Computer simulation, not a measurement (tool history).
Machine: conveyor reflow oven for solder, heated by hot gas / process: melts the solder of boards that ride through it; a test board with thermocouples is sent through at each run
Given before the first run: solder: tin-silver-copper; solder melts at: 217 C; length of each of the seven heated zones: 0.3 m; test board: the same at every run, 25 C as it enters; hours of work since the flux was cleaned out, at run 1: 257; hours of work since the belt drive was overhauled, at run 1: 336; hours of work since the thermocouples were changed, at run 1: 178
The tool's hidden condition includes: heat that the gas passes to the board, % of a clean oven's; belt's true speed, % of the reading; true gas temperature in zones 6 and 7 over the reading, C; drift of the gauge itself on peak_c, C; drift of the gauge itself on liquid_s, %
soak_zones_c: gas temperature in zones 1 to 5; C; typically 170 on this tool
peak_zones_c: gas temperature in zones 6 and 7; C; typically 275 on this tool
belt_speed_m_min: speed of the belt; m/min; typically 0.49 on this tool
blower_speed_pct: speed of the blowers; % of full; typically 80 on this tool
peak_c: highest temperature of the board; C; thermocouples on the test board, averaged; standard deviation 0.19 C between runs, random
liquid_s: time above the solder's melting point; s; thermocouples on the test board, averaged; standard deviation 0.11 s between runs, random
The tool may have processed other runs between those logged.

run   hour  soak_zones_c  peak_zones_c  belt_speed_m_min  blower_speed_pct  hours of work since the flux was cleaned out  hours of work since the belt drive was overhauled  hours of work since the thermocouples were changed  peak_c  liquid_s
  1      0           170           275              0.49                80                                           257                                                336                                                 178   260.7      59.6
  2   24.4           170           275              0.49                80                                           273                                                352                                                 194   260.7      59.6
  3   41.2           170           275             0.486                80                                           284                                                363                                                 206   260.9        60
  4     57           170           275             0.486                80                                           295                                                374                                                 216   260.3      60.1
  5     71           170           275             0.486                80                                           304                                                383                                                 226   260.6        60
  6   92.2           170           275             0.486                80                                           318                                                397                                                 240   260.2      59.8
  7  106.2           170           275             0.486                80                                           328                                                407                                                 249   260.5      59.8
     113.6  -- flux residue cleaned out of gas plates and filters
  8  140.5           170           275             0.486                80                                            18                                                426                                                 269     262      60.9
  9  168.5           170           275             0.486                80                                            37                                                445                                                 288   262.1      61.1
 10  197.8           181           275             0.518                80                                            56                                                465                                                 307   261.6      60.1
 11  215.7           184           273              0.49                80                                            68                                                477                                                 319   261.6      64.7
 12  241.4           159           286             0.475                73                                            86                                                494                                                 336   269.1      62.5
 13    261           156           275             0.469                73                                            99                                                507                                                 350   258.8      57.5
 14  290.7           156           266             0.398                66                                           119                                                527                                                 369   253.5      64.8
 15  314.2           179           275              0.49                53                                           134                                                543                                                 385   254.1        57
 16  327.9           179           275              0.49                53                                           144                                                552                                                 394     254      57.1

3 ways to go on from here, each from the tool as it stands after run 16. What would each give?
  A   342           174           279              0.49                67                                           153                                                562                                                 404       ?         ?
  B   342           179           288              0.49                77                                           153                                                562                                                 404       ?         ?
  C   342           179           275              0.49                52                                           153                                                562                                                 404       ?         ?

run  peak_c  liquid_s
  A   261.5      60.5
  B   272.9      67.7
  C   253.2      56.5
Without the tool's unlogged condition, the same runs would have read:
run  peak_c  liquid_s
  A   263.3      61.2
  B   274.8      68.1
  C   254.9      57.3
